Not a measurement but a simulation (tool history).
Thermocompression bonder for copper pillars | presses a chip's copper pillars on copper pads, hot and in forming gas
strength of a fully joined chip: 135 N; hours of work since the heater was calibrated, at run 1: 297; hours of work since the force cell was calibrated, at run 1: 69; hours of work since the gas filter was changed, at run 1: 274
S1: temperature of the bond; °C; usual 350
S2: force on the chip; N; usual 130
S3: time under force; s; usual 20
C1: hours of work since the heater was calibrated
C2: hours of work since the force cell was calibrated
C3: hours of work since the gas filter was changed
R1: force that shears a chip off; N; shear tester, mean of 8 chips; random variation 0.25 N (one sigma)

run 1 day=0.000 | S1=350 S2=130 S3=20 | C1=297 C2=69 C3=274 | R1=72.6
run 2 day=1.029 | S1=350 S2=130 S3=11 | C1=313 C2=85 C3=290 | R1=59.2
run 3 day=2.229 | S1=378 S2=130 S3=20 | C1=332 C2=104 C3=308 | R1=85.4
run 4 day=3.008 | S1=378 S2=130 S3=20 | C1=344 C2=116 C3=321 | R1=85.6
run 5 day=4.288 | S1=350 S2=130 S3=20 | C1=364 C2=136 C3=341 | R1=72.4
run 6 day=5.512 | S1=350 S2=130 S3=37 | C1=383 C2=155 C3=360 | R1=87.5
run 7 day=6.425 | S1=350 S2=130 S3=37 | C1=398 C2=170 C3=374 | R1=87.6
run 8 day=7.808 | S1=350 S2=130 S3=60 | C1=419 C2=191 C3=395 | R1=98.6

Run 9 comes next. What will it give?
run 9 day=8.642 | S1=372 S2=130 S3=49 | C1=432 C2=204 C3=409 | R1=?

Run 9 gave R1 103.7 N.
Without the tool's hidden state the same run would have given R1 104.6 N.
